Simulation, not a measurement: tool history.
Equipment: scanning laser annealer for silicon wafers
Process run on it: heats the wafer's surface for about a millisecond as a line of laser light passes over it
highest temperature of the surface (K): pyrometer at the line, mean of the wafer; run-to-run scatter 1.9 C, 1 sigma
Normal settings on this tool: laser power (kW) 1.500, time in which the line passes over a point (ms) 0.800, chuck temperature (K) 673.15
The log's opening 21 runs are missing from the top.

run    hour  laser power (kW)  time in which the line passes over a point (ms)  chuck temperature (K)  highest temperature of the surface (K)
 22   733.4             1.514                                            0.827                 686.15                                 1422.15
 23   767.6             1.500                                            0.800                 652.15                                 1372.15
 24   800.6             1.500                                            0.800                 652.15                                 1370.15
 25   837.6             1.335                                            0.924                 672.15                                 1363.15
 26   859.6             1.335                                            0.924                 672.15                                 1365.15
 27   905.6             1.335                                            0.924                 672.15                                 1364.15
 28   943.5             1.335                                            0.924                 672.15                                 1359.15
 29   980.6             1.580                                            0.643                 639.15                                 1314.15
 30  1028.0             1.580                                            0.643                 689.15                                 1364.15
 31  1068.9             1.405                                            0.643                 649.15                                 1253.15
 32  1104.4             1.609                                            0.644                 709.15                                 1396.15

4 ways to go on from here, each from the tool as it stands after run 32. What would each give?
  A  1153.8             1.426                                            0.607                 667.15                                       ?
  B  1153.8             1.281                                            0.562                 709.15                                       ?
  C  1153.8             1.614                                            0.870                 684.15                                       ?
  D  1153.8             1.634                                            0.766                 673.15                                       ?

run  highest temperature of the surface (K)
  A                                 1261.15
  B                                 1225.15
  C                                 1485.15
  D                                 1434.15
Without the tool's unlogged condition, the same runs would have read:
run  highest temperature of the surface (K)
  A                                 1262.15
  B                                 1225.15
  C                                 1486.15
  D                                 1435.15
